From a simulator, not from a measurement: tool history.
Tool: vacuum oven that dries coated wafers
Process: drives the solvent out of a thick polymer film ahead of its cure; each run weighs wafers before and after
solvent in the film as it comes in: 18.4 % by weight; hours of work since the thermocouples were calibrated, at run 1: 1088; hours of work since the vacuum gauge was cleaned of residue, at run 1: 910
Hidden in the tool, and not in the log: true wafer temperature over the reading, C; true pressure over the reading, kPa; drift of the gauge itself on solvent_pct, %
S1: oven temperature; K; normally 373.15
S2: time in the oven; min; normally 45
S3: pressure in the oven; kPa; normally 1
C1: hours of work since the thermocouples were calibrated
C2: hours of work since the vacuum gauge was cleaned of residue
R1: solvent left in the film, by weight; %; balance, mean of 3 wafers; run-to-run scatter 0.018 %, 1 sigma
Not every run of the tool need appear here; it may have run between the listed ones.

| run | hour | S1 | S2 | S3 | C1 | C2 | R1 |
|---|---|---|---|---|---|---|---|
| 1 | 0 | 373.15 | 45 | 1 | 1088 | 910 | 3.84 |
| 2 | 83.7 | 373.15 | 45 | 1 | 1147 | 969 | 3.82 |
| 3 | 161.9 | 373.15 | 45 | 1 | 1202 | 1024 | 3.84 |
| 4 | 209.2 | 373.15 | 45 | 1 | 1236 | 1057 | 3.78 |
| 5 | 276.9 | 376.15 | 45 | 1 | 1283 | 1105 | 2.88 |
| 6 | 325.7 | 373.15 | 45 | 1 | 1318 | 1139 | 3.81 |
| 7 | 411.4 | 373.15 | 71 | 1 | 1378 | 1200 | 1.96 |
| 8 | 463.3 | 373.15 | 71 | 1 | 1414 | 1236 | 1.94 |
| 9 | 534.6 | 373.15 | 71 | 1 | 1465 | 1286 | 1.94 |
|  | 613.2 | oven's thermocouples calibrated |
| 10 | 613.2 | 373.15 | 71 | 0.92 | 0 | 1340 | 2.47 |
| 11 | 703.5 | 373.15 | 45 | 1 | 64 | 1404 | 4.56 |
| 12 | 775.4 | 373.15 | 45 | 1 | 114 | 1454 | 4.53 |
| 13 | 845.5 | 373.15 | 45 | 1 | 163 | 1504 | 4.54 |
| 14 | 915.7 | 373.15 | 45 | 1 | 213 | 1553 | 4.49 |
| 15 | 971.2 | 373.15 | 45 | 1 | 252 | 1592 | 4.49 |
| 16 | 1038.7 | 373.15 | 45 | 1 | 299 | 1640 | 4.45 |
| 17 | 1127.5 | 373.15 | 45 | 1 | 362 | 1702 | 4.41 |
| 18 | 1217.8 | 373.15 | 23 | 1 | 425 | 1766 | 7.88 |
| 19 | 1295.2 | 373.15 | 23 | 1 | 480 | 1820 | 7.87 |
| 20 | 1363.4 | 373.15 | 23 | 1 | 528 | 1868 | 7.89 |
| 21 | 1444.5 | 373.15 | 45 | 1 | 585 | 1925 | 4.41 |
| 22 | 1521.8 | 373.15 | 45 | 1 | 639 | 1980 | 4.37 |
| 23 | 1595.7 | 373.15 | 45 | 1 | 691 | 2032 | 4.36 |
| 24 | 1670.4 | 373.15 | 45 | 2.61 | 744 | 2084 | 4.95 |
| 25 | 1731.1 | 381.15 | 33 | 2.61 | 787 | 2127 | 3.81 |
| 26 | 1782.6 | 381.15 | 33 | 2.61 | 823 | 2163 | 3.79 |
| 27 | 1855.7 | 381.15 | 33 | 2.61 | 874 | 2215 | 3.75 |
| 28 | 1893.9 | 381.15 | 33 | 2.61 | 901 | 2242 | 3.78 |
| 29 | 1961.3 | 360.15 | 33 | 2.61 | 949 | 2289 | 10.74 |
| 30 | 2037.6 | 360.15 | 33 | 2.61 | 1002 | 2343 | 10.7 |
| 31 | 2083.6 | 370.15 | 39 | 0.53 | 1035 | 2375 | 5.82 |
| 32 | 2153.4 | 370.15 | 39 | 0.53 | 1084 | 2424 | 5.85 |
| 33 | 2244.6 | 374.15 | 29 | 2.89 | 1148 | 2488 | 6.78 |
| 34 | 2289.9 | 374.15 | 29 | 2.89 | 1180 | 2520 | 6.73 |
| 35 | 2328.2 | 386.15 | 24 | 0.54 | 1207 | 2547 | 3.13 |
| 36 | 2391.8 | 386.15 | 24 | 0.54 | 1252 | 2592 | 3.14 |
| 37 | 2438.8 | 378.15 | 24 | 0.54 | 1285 | 2625 | 5.62 |
| 38 | 2483.5 | 370.15 | 53 | 1.22 | 1316 | 2656 | 4.48 |
| 39 | 2537.7 | 377.15 | 45 | 0.82 | 1354 | 2695 | 2.94 |
| 40 | 2624.7 | 378.15 | 45 | 2.94 | 1415 | 2756 | 3.35 |
| 41 | 2677.5 | 375.15 | 45 | 0.74 | 1453 | 2793 | 3.44 |
| 42 | 2746.6 | 366.15 | 45 | 1 | 1501 | 2842 | 6.55 |
|  | 2775.7 | oven's thermocouples calibrated |
| 43 | 2819.1 | 377.15 | 66 | 1 | 31 | 2891 | 2 |
| 44 | 2878.7 | 377.15 | 66 | 1 | 72 | 2933 | 1.99 |
| 45 | 2967.6 | 380.15 | 50 | 1.66 | 135 | 2996 | 2.41 |
| 46 | 3018.7 | 373.15 | 32 | 1.3 | 171 | 3032 | 6.44 |
| 47 | 3086.5 | 373.15 | 32 | 1.3 | 219 | 3079 | 6.41 |

Here are 3 independent what-if runs from the current tool condition. What would each one return?
| A | 3131.3 | 373.15 | 62 | 1.39 | 250 | 3111 | ? |
| B | 3131.3 | 373.15 | 39 | 1 | 250 | 3111 | ? |
| C | 3131.3 | 384.15 | 40 | 1.18 | 250 | 3111 | ? |

| run | R1 |
|---|---|
| A | 3.31 |
| B | 5.29 |
| C | 2.09 |
The same runs, with their run-to-run variation unchanged, on a tool lacking any hidden condition would have given:
| run | R1 |
|---|---|
| A | 2.93 |
| B | 5.02 |
| C | 1.81 |
